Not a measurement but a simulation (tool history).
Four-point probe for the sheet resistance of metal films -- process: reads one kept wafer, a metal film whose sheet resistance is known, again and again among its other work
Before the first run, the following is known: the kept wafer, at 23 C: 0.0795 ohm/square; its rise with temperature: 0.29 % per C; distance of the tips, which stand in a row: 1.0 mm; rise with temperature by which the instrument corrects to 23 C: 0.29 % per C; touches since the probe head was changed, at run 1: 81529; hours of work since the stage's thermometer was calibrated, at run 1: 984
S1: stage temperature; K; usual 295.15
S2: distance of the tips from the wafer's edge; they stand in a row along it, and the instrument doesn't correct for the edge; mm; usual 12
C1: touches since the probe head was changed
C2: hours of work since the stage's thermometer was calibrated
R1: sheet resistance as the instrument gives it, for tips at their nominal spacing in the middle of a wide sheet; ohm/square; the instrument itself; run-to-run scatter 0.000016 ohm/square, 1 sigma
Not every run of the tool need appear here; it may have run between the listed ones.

run,hour,S1,S2,C1,C2,R1
1,0.0,295.15,12,81529,984,0.080124
2,83.5,295.15,12,85097,1040,0.080153
3,123.8,295.15,12,86819,1067,0.080148
4,167.2,295.15,4,88674,1096,0.082482
5,209.8,293.15,4,90497,1125,0.082491
6,301.1,295.15,12,94400,1186,0.080189
# hour 306.6: stage's thermometer calibrated
7,343.8,297.15,12,96203,25,0.080236
8,383.7,296.15,64,97909,52,0.079956
9,467.3,296.15,64,101483,107,0.080005
10,536.2,294.15,18,104427,153,0.080099
11,588.6,300.15,6,106665,188,0.081226
12,628.2,300.15,6,108359,215,0.081232

4 options for the next run, each taken on its own from the tool as it stands now. Forecast them:
A,688.9,295.15,4,110952,255,?
B,688.9,296.15,50,110952,255,?
C,688.9,301.15,20,110952,255,?
D,688.9,291.15,12,110952,255,?

run,R1
A,0.082614
B,0.080060
C,0.080185
D,0.080299
What these runs would have given with no unlogged condition in the tool:
run,R1
A,0.082062
B,0.079524
C,0.079649
D,0.079760

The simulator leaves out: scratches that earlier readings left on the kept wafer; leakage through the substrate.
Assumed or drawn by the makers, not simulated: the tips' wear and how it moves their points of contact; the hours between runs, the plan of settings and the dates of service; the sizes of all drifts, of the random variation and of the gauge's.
